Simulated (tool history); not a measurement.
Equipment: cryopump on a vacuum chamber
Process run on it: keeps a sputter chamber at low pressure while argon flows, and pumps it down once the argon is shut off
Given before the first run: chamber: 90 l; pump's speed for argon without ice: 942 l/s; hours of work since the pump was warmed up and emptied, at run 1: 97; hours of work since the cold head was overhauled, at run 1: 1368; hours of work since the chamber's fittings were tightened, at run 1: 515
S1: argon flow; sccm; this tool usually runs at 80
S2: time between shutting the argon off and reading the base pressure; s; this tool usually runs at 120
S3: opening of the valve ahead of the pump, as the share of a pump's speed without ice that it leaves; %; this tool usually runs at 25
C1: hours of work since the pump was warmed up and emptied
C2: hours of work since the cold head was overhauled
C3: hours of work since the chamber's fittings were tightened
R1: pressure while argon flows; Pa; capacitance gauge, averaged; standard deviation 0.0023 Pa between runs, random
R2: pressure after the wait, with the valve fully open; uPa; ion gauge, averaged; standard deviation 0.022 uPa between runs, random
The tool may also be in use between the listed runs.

run,hour,S1,S2,S3,C1,C2,C3,R1,R2
1,0.0,80,120,25,97,1368,515,0.5793,1.25
2,47.8,80,120,25,128,1399,546,0.5826,1.30
3,101.8,80,120,25,163,1433,581,0.5834,1.37
4,158.2,38,120,25,199,1470,618,0.2789,1.45
5,199.7,38,120,25,226,1497,644,0.2805,1.50
6,260.9,38,120,25,266,1536,684,0.2810,1.61
7,304.1,38,120,25,293,1564,712,0.2826,1.61
8,361.6,38,120,25,331,1601,749,0.2851,1.67
9,411.5,38,120,25,363,1633,781,0.2869,1.78
10,469.1,80,120,25,400,1670,818,0.6038,1.89
# hour 492.6: pump warmed up, emptied and cooled again
11,535.0,80,120,25,27,1710,857,0.5791,1.67
12,596.1,80,120,27,67,1749,897,0.5357,1.72
13,624.6,62,120,27,85,1767,915,0.4185,1.78
14,686.2,80,120,34,125,1807,955,0.4347,1.81
15,727.8,80,120,34,152,1834,982,0.4348,1.86
16,753.5,80,120,34,168,1851,998,0.4359,1.95
17,814.8,80,112,25,208,1890,1038,0.5887,2.02
18,877.4,80,81,24,248,1930,1078,0.6262,2.24
19,905.4,80,81,24,266,1949,1096,0.6190,2.27
20,952.5,80,40,47,297,1979,1127,0.3332,2.76
21,1007.6,79,120,50,332,2014,1162,0.3125,2.30
22,1035.5,83,33,42,350,2032,1180,0.3854,3.00
23,1068.1,43,120,32,371,2053,1201,0.2571,2.34
24,1119.9,43,293,49,405,2087,1235,0.1760,2.30
# hour 1137.3: pump warmed up, emptied and cooled again
25,1177.9,146,117,17,26,2121,1269,1.5500,2.09
26,1220.2,158,220,27,53,2148,1296,1.0647,2.13
27,1258.1,158,31,27,78,2173,1320,1.0679,2.93
# hour 1285.9: leaking fittings of the chamber tightened, without venting
28,1313.8,88,37,16,113,2207,18,0.9950,1.29
29,1369.1,88,37,16,148,2243,54,0.9965,1.33
30,1432.5,88,37,16,189,2284,95,0.9995,1.36
31,1466.7,55,37,16,211,2306,117,0.6279,1.40
32,1517.7,55,50,16,244,2339,149,0.6304,1.24
33,1564.1,53,42,25,274,2369,179,0.3972,1.46
34,1602.3,145,155,56,299,2394,204,0.5060,0.88

Entry by entry between the runs, the difference in hidden state between the last listed run before and the first listed run after:
Between runs 10 and 11: pump warmed up, emptied and cooled again (hour 492.6)
  pump's speed, % of a pump's without ice: 83.2 -> 98.3; cold plate's temperature, K: 12.76 -> 12.78; leak into the chamber, uPa l/s: 1225 -> 1269
  measured result minus the result with no hidden state, R1: +0.0315 -> +0.0048 Pa; R2: +1.27 -> +1.08 uPa
Between runs 24 and 25: pump warmed up, emptied and cooled again (hour 1137.3)
  pump's speed, % of a pump's without ice: 81.8 -> 98.8; cold plate's temperature, K: 12.93 -> 12.94; leak into the chamber, uPa l/s: 1666 -> 1703
  measured result minus the result with no hidden state, R1: +0.0189 -> +0.0084 Pa; R2: +1.88 -> +1.53 uPa
Between runs 27 and 28: leaking fittings of the chamber tightened, without venting (hour 1285.9)
  pump's speed, % of a pump's without ice: 96.5 -> 95.1; cold plate's temperature, K: 12.97 -> 12.98; leak into the chamber, uPa l/s: 1761 -> 357
  measured result minus the result with no hidden state, R1: +0.0161 -> +0.0115 Pa; R2: +1.62 -> +0.09 uPa
